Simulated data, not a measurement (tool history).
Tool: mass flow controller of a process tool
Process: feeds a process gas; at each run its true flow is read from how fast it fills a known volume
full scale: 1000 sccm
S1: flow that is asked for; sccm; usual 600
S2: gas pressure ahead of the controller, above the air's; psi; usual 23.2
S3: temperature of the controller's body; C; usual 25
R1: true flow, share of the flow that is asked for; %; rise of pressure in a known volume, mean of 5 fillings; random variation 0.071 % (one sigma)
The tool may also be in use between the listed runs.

| run | hour | S1 | S2 | S3 | R1 |
|---|---|---|---|---|---|
| 1 | 0.0 | 600 | 23.2 | 25 | 99.94 |
| 2 | 359.5 | 600 | 23.2 | 25 | 100.07 |
| 3 | 840.9 | 600 | 23.2 | 25 | 99.94 |
| 4 | 1102.9 | 600 | 27.4 | 25 | 99.85 |
| 5 | 1445.5 | 600 | 23.2 | 25 | 100.12 |
| 6 | 1885.5 | 600 | 23.2 | 25 | 99.92 |
| 7 | 2186.4 | 600 | 23.2 | 25 | 99.96 |
| 8 | 2594.6 | 136 | 38.0 | 27 | 99.13 |
| 9 | 2963.4 | 600 | 23.8 | 25 | 99.98 |
| 10 | 3362.3 | 600 | 29.2 | 25 | 99.78 |
| 11 | 3679.4 | 231 | 32.8 | 25 | 99.20 |
| 12 | 3927.9 | 231 | 23.5 | 21 | 99.53 |
| 13 | 4142.4 | 329 | 28.9 | 25 | 99.51 |
| 14 | 4446.6 | 125 | 32.3 | 22 | 99.03 |

Forecast each of these 3 alternatives for the next run:
|  | 4804.5 | controller's zero set anew |
| A | 4804.5 | 125 | 32.3 | 34 | ? |
|  | 4804.5 | controller's zero set anew |
| B | 4804.5 | 196 | 28.4 | 24 | ? |
|  | 4804.5 | controller's zero set anew |
| C | 4804.5 | 125 | 37.1 | 22 | ? |

| run | R1 |
|---|---|
| A | 99.59 |
| B | 99.38 |
| C | 98.79 |
Without the tool's hidden state the same runs would have given:
| run | R1 |
|---|---|
| A | 99.59 |
| B | 99.38 |
| C | 98.78 |

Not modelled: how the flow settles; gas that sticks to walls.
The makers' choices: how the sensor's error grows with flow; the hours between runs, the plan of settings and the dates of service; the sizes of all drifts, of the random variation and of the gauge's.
